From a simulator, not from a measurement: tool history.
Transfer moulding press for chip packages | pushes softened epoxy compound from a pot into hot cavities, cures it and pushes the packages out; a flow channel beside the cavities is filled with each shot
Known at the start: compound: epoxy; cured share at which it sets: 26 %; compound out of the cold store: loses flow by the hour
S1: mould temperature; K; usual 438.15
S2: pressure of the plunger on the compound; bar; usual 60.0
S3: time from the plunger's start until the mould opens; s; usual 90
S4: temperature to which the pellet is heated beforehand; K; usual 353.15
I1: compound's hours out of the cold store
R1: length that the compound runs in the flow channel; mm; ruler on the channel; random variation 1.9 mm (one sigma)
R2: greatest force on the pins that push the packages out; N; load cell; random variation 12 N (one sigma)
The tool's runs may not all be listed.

run	day	S1	S2	S3	S4	I1	R1	R2
1	0.000	438.15	60.0	90	353.15	43.2	779	846
# day 1.492: plunger's sealing rings changed
# day 3.138: cavities cleaned with cleaning compound and waxed
2	3.342	438.15	60.0	90	355.15	23.3	854	729
3	5.967	438.15	60.0	90	355.15	17.9	871	1385
# day 6.396: cavities cleaned with cleaning compound and waxed
4	8.908	438.15	60.0	90	355.15	25.3	842	1352
# day 9.696: cavities cleaned with cleaning compound and waxed
# day 11.496: plunger's sealing rings changed
5	11.533	438.15	60.0	90	355.15	13.1	895	1272
# day 13.079: cavities cleaned with cleaning compound and waxed
6	15.075	438.15	60.8	90	353.15	45.7	788	1206
# day 16.371: cavities cleaned with cleaning compound and waxed
7	16.962	438.15	60.8	90	353.15	9.3	897	1050
# day 19.754: cavities cleaned with cleaning compound and waxed
8	19.754	438.15	60.8	90	353.15	44.7	783	589
# day 21.521: plunger's sealing rings changed
9	22.638	438.15	60.0	90	353.15	23.0	859	1402
# day 23.250: cavities cleaned with cleaning compound and waxed
# day 26.633: cavities cleaned with cleaning compound and waxed
10	27.025	438.15	60.0	90	353.15	31.6	829	851
# day 30.050: cavities cleaned with cleaning compound and waxed
11	30.233	438.15	60.0	90	353.15	13.8	875	726
# day 30.554: mould's thermocouples calibrated
# day 31.812: plunger's sealing rings changed
12	32.675	438.15	60.0	90	359.15	38.1	811	1268
# day 33.675: cavities cleaned with cleaning compound and waxed
13	35.479	438.15	46.0	90	353.15	24.7	745	1284
# day 36.883: mould's thermocouples calibrated, once more
# day 37.179: cavities cleaned with cleaning compound and waxed
14	39.846	443.15	68.3	90	353.15	34.9	849	953
# day 40.496: cavities cleaned with cleaning compound and waxed
# day 42.117: plunger's sealing rings changed
15	42.292	438.15	46.5	78	348.15	20.8	765	1770
# day 43.988: cavities cleaned with cleaning compound and waxed
16	44.096	438.15	53.9	129	350.15	9.5	852	428
17	45.896	440.15	45.1	90	354.15	29.5	715	1102
# day 47.412: cavities cleaned with cleaning compound and waxed
18	49.933	438.15	60.0	86	362.15	40.4	789	1368
# day 50.829: cavities cleaned with cleaning compound and waxed
# day 52.133: plunger's sealing rings changed
19	53.267	438.15	60.0	86	362.15	20.9	866	1426
# day 54.304: cavities cleaned with cleaning compound and waxed
20	56.642	433.15	60.2	109	352.15	16.5	895	1172
# day 57.717: cavities cleaned with cleaning compound and waxed
21	60.242	434.15	46.9	110	351.15	9.8	802	1182
# day 61.121: cavities cleaned with cleaning compound and waxed
# day 62.154: plunger's sealing rings changed
# day 64.462: cavities cleaned with cleaning compound and waxed
22	64.558	432.15	48.2	102	344.15	42.4	730	769
# day 67.721: cavities cleaned with cleaning compound and waxed
23	67.721	432.15	52.9	123	344.15	10.5	858	486

Forecast each of these 3 alternatives for the next run:
# day 71.050: cavities cleaned with cleaning compound and waxed
A	71.954	438.15	60.0	90	357.15	20.8	?	?
# day 71.050: cavities cleaned with cleaning compound and waxed
B	71.954	432.15	74.7	89	344.15	20.8	?	?
# day 71.050: cavities cleaned with cleaning compound and waxed
C	71.954	431.15	49.1	123	358.15	38.3	?	?

run	R1	R2
A	850	1058
B	970	1663
C	738	855
Without the tool's hidden state the same runs would have given:
run	R1	R2
A	866	589
B	988	923
C	751	480
